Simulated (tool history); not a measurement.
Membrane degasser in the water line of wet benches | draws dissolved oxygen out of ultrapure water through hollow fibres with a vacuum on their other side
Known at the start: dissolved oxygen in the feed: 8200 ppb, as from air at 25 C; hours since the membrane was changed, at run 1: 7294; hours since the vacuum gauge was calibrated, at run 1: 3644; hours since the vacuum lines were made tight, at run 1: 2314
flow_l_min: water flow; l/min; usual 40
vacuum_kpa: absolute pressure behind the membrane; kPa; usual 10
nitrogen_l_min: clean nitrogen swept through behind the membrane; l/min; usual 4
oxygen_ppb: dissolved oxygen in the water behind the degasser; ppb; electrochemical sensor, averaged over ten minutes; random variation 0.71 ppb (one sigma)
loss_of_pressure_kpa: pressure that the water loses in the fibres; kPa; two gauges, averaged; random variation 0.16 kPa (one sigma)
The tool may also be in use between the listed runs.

| run | hour | flow_l_min | vacuum_kpa | nitrogen_l_min | hours since the membrane was changed | hours since the vacuum gauge was calibrated | hours since the vacuum lines were made tight | oxygen_ppb | loss_of_pressure_kpa |
|---|---|---|---|---|---|---|---|---|---|
| 1 | 0 | 40 | 10 | 4 | 7294 | 3644 | 2314 | 167.1 | 32.98 |
| 2 | 242.2 | 40 | 10 | 4 | 7536 | 3886 | 2556 | 168 | 32.97 |
| 3 | 502.8 | 40 | 10 | 4 | 7797 | 4147 | 2817 | 167.9 | 33.08 |
| 4 | 719.1 | 40 | 10 | 4 | 8013 | 4363 | 3033 | 167.3 | 33.17 |
| 5 | 843.7 | 40 | 10 | 4 | 8138 | 4488 | 3158 | 167.3 | 32.92 |
| 6 | 1111.3 | 40 | 10 | 4 | 8406 | 4756 | 3426 | 166.5 | 32.98 |
| 7 | 1345.5 | 40 | 10 | 4 | 8640 | 4990 | 3660 | 167 | 33.29 |
| 8 | 1461.8 | 40 | 10 | 4 | 8756 | 5106 | 3776 | 167.7 | 33.04 |
| 9 | 1660.3 | 40 | 10 | 4 | 8955 | 5305 | 3975 | 166.8 | 33.05 |
| 10 | 1820.1 | 40 | 10 | 4 | 9114 | 5464 | 4134 | 167.4 | 33.05 |
| 11 | 2053.3 | 46 | 10 | 4 | 9348 | 5698 | 4368 | 198 | 37.95 |
| 12 | 2205.7 | 46 | 10 | 4 | 9500 | 5850 | 4520 | 198.2 | 37.92 |
| 13 | 2367.6 | 46 | 10 | 4 | 9662 | 6012 | 4682 | 197.8 | 37.91 |
| 14 | 2484.1 | 46 | 10 | 4 | 9778 | 6128 | 4798 | 198.4 | 37.89 |
| 15 | 2641.4 | 40 | 10 | 4 | 9936 | 6286 | 4956 | 166.9 | 33.07 |
| 16 | 2795.8 | 40 | 10 | 4 | 10090 | 6440 | 5110 | 167.4 | 32.6 |
|  | 2877.8 | vacuum gauge calibrated |
| 17 | 2959.4 | 40 | 13.7 | 8.39 | 10253 | 82 | 5273 | 129.5 | 33.16 |
| 18 | 3090.9 | 40 | 13.7 | 8.39 | 10385 | 213 | 5405 | 129.6 | 33.46 |
| 19 | 3207.2 | 26 | 7.9 | 2.67 | 10501 | 329 | 5521 | 107.8 | 21.2 |
| 20 | 3478.8 | 26 | 7.9 | 2.67 | 10773 | 601 | 5793 | 108.7 | 21.45 |
| 21 | 3669.7 | 26 | 7.9 | 2.67 | 10963 | 792 | 5984 | 107.6 | 21.52 |
| 22 | 3867.5 | 59 | 10 | 5.15 | 11161 | 990 | 6181 | 228.5 | 49 |
| 23 | 4079.5 | 35 | 23.3 | 4 | 11373 | 1202 | 6393 | 404.6 | 28.76 |
| 24 | 4205.9 | 49 | 17.6 | 2 | 11500 | 1328 | 6520 | 733.4 | 40.48 |
| 25 | 4449.4 | 25 | 6.4 | 9.59 | 11743 | 1572 | 6763 | 21.3 | 20.52 |
|  | 4507 | seals of the vacuum lines changed |
| 26 | 4590 | 40 | 13.9 | 4 | 11882 | 1710 | 83 | 253.7 | 33.03 |
| 27 | 4848.7 | 50 | 14.2 | 4.52 | 12141 | 1969 | 342 | 301 | 41.3 |
| 28 | 5035.1 | 50 | 14.2 | 4.52 | 12327 | 2155 | 528 | 300.7 | 41.23 |
| 29 | 5308.1 | 50 | 14.2 | 4.52 | 12600 | 2428 | 801 | 302.6 | 41.4 |
| 30 | 5464.6 | 26 | 6.8 | 2.03 | 12756 | 2585 | 958 | 107.3 | 21.49 |
| 31 | 5652 | 26 | 6.8 | 2.03 | 12944 | 2772 | 1145 | 106.3 | 21.43 |
| 32 | 5871.9 | 46 | 13 | 10.31 | 13164 | 2992 | 1365 | 125.8 | 38.34 |

Forecast each of these 4 alternatives for the next run:
| A | 6113 | 46 | 13 | 1.91 | 13405 | 3233 | 1606 | ? | ? |
| B | 6113 | 40 | 6.3 | 1.92 | 13405 | 3233 | 1606 | ? | ? |
| C | 6113 | 46 | 11.2 | 10.31 | 13405 | 3233 | 1606 | ? | ? |
| D | 6113 | 46 | 24.3 | 10.31 | 13405 | 3233 | 1606 | ? | ? |

| run | oxygen_ppb | loss_of_pressure_kpa |
|---|---|---|
| A | 504.6 | 38.15 |
| B | 149.6 | 33.28 |
| C | 105.2 | 37.85 |
| D | 240.5 | 38 |
Without the tool's hidden state the same runs would have given:
| run | oxygen_ppb | loss_of_pressure_kpa |
|---|---|---|
| A | 504.4 | 38.12 |
| B | 149.5 | 33.25 |
| C | 105 | 37.82 |
| D | 240.4 | 37.97 |
